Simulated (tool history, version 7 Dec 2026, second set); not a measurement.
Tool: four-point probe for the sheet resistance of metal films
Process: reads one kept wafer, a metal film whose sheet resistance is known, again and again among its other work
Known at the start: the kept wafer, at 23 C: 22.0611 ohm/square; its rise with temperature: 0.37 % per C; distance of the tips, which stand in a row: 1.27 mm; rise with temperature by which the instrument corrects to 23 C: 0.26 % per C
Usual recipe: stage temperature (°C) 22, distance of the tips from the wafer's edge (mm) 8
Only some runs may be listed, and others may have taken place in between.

| run | day | stage temperature (°C) | distance of the tips from the wafer's edge (mm) | sheet resistance as the instrument gives it (ohm/square) |
|---|---|---|---|---|
| 1 | 0 | 22 | 8 | 22.336258 |
| 2 | 1.162 | 22 | 8 | 22.333679 |
| 3 | 2.021 | 22 | 6 | 22.552617 |
|  | 2.671 | stage's thermometer calibrated |
| 4 | 2.871 | 22 | 72 | 22.03365 |
| 5 | 3.546 | 22 | 72 | 22.043032 |
| 6 | 4.588 | 22 | 72 | 22.039687 |
| 7 | 5.412 | 22 | 6 | 22.561135 |
| 8 | 6.517 | 22 | 6 | 22.558358 |
| 9 | 7.492 | 22 | 6 | 22.558846 |
| 10 | 8.012 | 22 | 6 | 22.558506 |
| 11 | 9.192 | 22 | 6 | 22.561906 |
| 12 | 10.25 | 22 | 6 | 22.562492 |
| 13 | 10.942 | 22 | 6 | 22.551934 |
| 14 | 11.738 | 22 | 6 | 22.56148 |
| 15 | 12.883 | 22 | 6 | 22.55304 |
| 16 | 13.788 | 22 | 6 | 22.551801 |
| 17 | 14.371 | 22 | 6 | 22.560978 |
| 18 | 15.554 | 22 | 8 | 22.333216 |
| 19 | 16.671 | 22 | 8 | 22.330052 |
| 20 | 17.721 | 22 | 8 | 22.336277 |
| 21 | 18.658 | 22 | 8 | 22.339085 |
| 22 | 19.183 | 26 | 3 | 24.060556 |
| 23 | 20.233 | 28 | 5 | 22.908321 |
| 24 | 20.767 | 28 | 5 | 22.918185 |
| 25 | 21.879 | 26 | 15 | 22.20428 |
| 26 | 22.55 | 30 | 14 | 22.312795 |
| 27 | 23.392 | 30 | 4 | 23.35394 |
| 28 | 24.304 | 21 | 3 | 23.935446 |
| 29 | 25.462 | 22 | 8 | 22.333638 |
| 30 | 26.533 | 22 | 8 | 22.338309 |
| 31 | 27.658 | 33 | 4 | 23.423113 |
| 32 | 28.208 | 32 | 14 | 22.353863 |
| 33 | 29.083 | 21 | 6 | 22.541539 |
| 34 | 30.329 | 21 | 6 | 22.543175 |
| 35 | 30.967 | 21 | 6 | 22.531518 |
| 36 | 32.062 | 21 | 6 | 22.536123 |
| 37 | 33.162 | 28 | 37 | 22.185194 |
| 38 | 34.171 | 20 | 27 | 22.025013 |
| 39 | 34.975 | 30 | 11 | 22.373659 |
| 40 | 35.646 | 20 | 25 | 22.024547 |
| 41 | 36.65 | 20 | 18 | 22.055269 |

Consider 3 possible next runs. They are alternatives, not a sequence: every one starts from the tool as it was left by run 41. What does each give?
| A | 37.4 | 22 | 61 | ? |
| B | 37.4 | 32 | 8 | ? |
| C | 37.4 | 19 | 6 | ? |

| run | sheet resistance as the instrument gives it (ohm/square) |
|---|---|
| A | 22.050199 |
| B | 22.556562 |
| C | 22.490713 |
The same runs, with their run-to-run variation unchanged, on a tool lacking any hidden condition would have given:
| run | sheet resistance as the instrument gives it (ohm/square) |
|---|---|
| A | 22.049726 |
| B | 22.556082 |
| C | 22.49023 |

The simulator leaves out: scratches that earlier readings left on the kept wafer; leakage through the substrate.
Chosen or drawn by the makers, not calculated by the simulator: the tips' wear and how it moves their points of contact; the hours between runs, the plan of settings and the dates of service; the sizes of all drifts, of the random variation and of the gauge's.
